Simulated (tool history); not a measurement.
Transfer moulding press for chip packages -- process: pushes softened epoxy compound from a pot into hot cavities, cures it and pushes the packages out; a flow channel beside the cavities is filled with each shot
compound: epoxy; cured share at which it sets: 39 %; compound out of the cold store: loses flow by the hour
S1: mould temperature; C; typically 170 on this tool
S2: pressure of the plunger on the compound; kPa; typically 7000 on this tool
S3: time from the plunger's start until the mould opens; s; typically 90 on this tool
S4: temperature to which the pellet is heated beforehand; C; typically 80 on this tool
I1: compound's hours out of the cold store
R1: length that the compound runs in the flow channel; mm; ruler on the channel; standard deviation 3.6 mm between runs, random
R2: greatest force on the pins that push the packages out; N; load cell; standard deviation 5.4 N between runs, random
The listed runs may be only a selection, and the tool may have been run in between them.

Run 1, hour 0.0: usual settings; I1 20.2. Result: R1 622 mm, R2 192 N.
Run 2, hour 7.5: usual settings but S3 94 s; I1 31.1. Result: R1 585 mm, R2 199 N.
Run 3, hour 18.8: usual settings but S3 94 s; I1 21.5. Result: R1 614 mm, R2 221 N.
Run 4, hour 26.1: usual settings but S3 94 s; I1 25.4. Result: R1 601 mm, R2 240 N.
Run 5, hour 32.1: usual settings; I1 12.3. Result: R1 646 mm, R2 272 N.
At hour 37.5: cavities cleaned with cleaning compound and waxed.
Run 6, hour 40.2: usual settings but S1 167 C; I1 29.1. Result: R1 593 mm, R2 209 N.
Run 7, hour 48.6: usual settings but S1 167 C; I1 35.6. Result: R1 576 mm, R2 237 N.
Run 8, hour 59.5: usual settings but S1 167 C; I1 25.7. Result: R1 610 mm, R2 276 N.
Run 9, hour 69.7: usual settings but S1 167 C; I1 20.2. Result: R1 624 mm, R2 295 N.
At hour 77.5: cavities cleaned with cleaning compound and waxed.
Run 10, hour 79.8: usual settings; I1 31.5. Result: R1 583 mm, R2 192 N.
Run 11, hour 87.0: usual settings; I1 47.5. Result: R1 530 mm, R2 199 N.
Run 12, hour 96.5: usual settings; I1 38.8. Result: R1 553 mm, R2 229 N.
Run 13, hour 103.4: usual settings; I1 44.4. Result: R1 539 mm, R2 252 N.
Run 14, hour 110.4: usual settings but S2 7930 kPa; I1 16.5. Result: R1 669 mm, R2 275 N.
At hour 117.5: cavities cleaned with cleaning compound and waxed.
Run 15, hour 122.9: usual settings but S1 167 C, S2 6290 kPa, S3 104 s, S4 77 C; I1 19.6. Result: R1 588 mm, R2 188 N.
Run 16, hour 127.8: usual settings but S1 167 C, S2 6290 kPa, S3 104 s, S4 77 C; I1 10.3. Result: R1 620 mm, R2 212 N.
At hour 135.3: plunger's sealing rings changed.
Run 17, hour 137.6: usual settings but S2 6520 kPa, S3 89 s, S4 72 C; I1 8.7. Result: R1 670 mm, R2 248 N.
Run 18, hour 147.1: usual settings but S2 6520 kPa, S3 89 s, S4 72 C; I1 45.3. Result: R1 548 mm, R2 267 N.
At hour 159.8: cavities cleaned with cleaning compound and waxed.
Run 19, hour 159.8: usual settings but S2 6520 kPa, S3 89 s, S4 72 C; I1 14.6. Result: R1 646 mm, R2 179 N.
Run 20, hour 167.9: usual settings; I1 27.1. Result: R1 627 mm, R2 197 N.
Run 21, hour 173.0: usual settings but S2 5550 kPa, S3 86 s, S4 76 C; I1 31.2. Result: R1 546 mm, R2 226 N.
Run 22, hour 180.6: usual settings but S1 168 C, S4 73 C; I1 13.7. Result: R1 682 mm, R2 254 N.
Run 23, hour 188.8: usual settings but S4 86 C; I1 8.3. Result: R1 692 mm, R2 257 N.
At hour 199.6: cavities cleaned with cleaning compound and waxed.
Run 24, hour 200.1: usual settings but S1 174 C, S2 6860 kPa, S3 116 s; I1 47.5. Result: R1 550 mm, R2 154 N.
Run 25, hour 206.9: usual settings but S1 162 C, S3 83 s; I1 32.0. Result: R1 627 mm, R2 367 N.
Run 26, hour 217.0: usual settings but S1 162 C, S3 83 s; I1 23.9. Result: R1 652 mm, R2 441 N.
Run 27, hour 228.2: usual settings but S1 175 C, S3 91 s; I1 23.0. Result: R1 631 mm, R2 227 N.
Run 28, hour 233.9: usual settings but S2 6660 kPa, S4 73 C; I1 39.5. Result: R1 566 mm, R2 257 N.

Branching from run 28: 4 alternative next runs. What would each branch give?
At hour 239.4: cavities cleaned with cleaning compound and waxed.
Run A, hour 242.7: usual settings but S2 7240 kPa, S3 123 s, S4 72 C; I1 24.2. Result: R1 ?, R2 ?.
At hour 239.4: cavities cleaned with cleaning compound and waxed.
Run B, hour 242.7: usual settings but S2 6020 kPa, S4 73 C; I1 18.7. Result: R1 ?, R2 ?.
At hour 239.4: cavities cleaned with cleaning compound and waxed.
Run C, hour 242.7: usual settings but S1 176 C, S3 83 s, S4 79 C; I1 21.6. Result: R1 ?, R2 ?.
At hour 239.4: cavities cleaned with cleaning compound and waxed.
Run D, hour 242.7: usual settings but S3 78 s; I1 16.4. Result: R1 ?, R2 ?.

run   R1   R2
  A  642  161
  B  606  186
  C  631  169
  D  661  243
With no hidden state in the tool, these same runs would have given:
run   R1   R2
  A  650  147
  B  614  169
  C  640  153
  D  669  221

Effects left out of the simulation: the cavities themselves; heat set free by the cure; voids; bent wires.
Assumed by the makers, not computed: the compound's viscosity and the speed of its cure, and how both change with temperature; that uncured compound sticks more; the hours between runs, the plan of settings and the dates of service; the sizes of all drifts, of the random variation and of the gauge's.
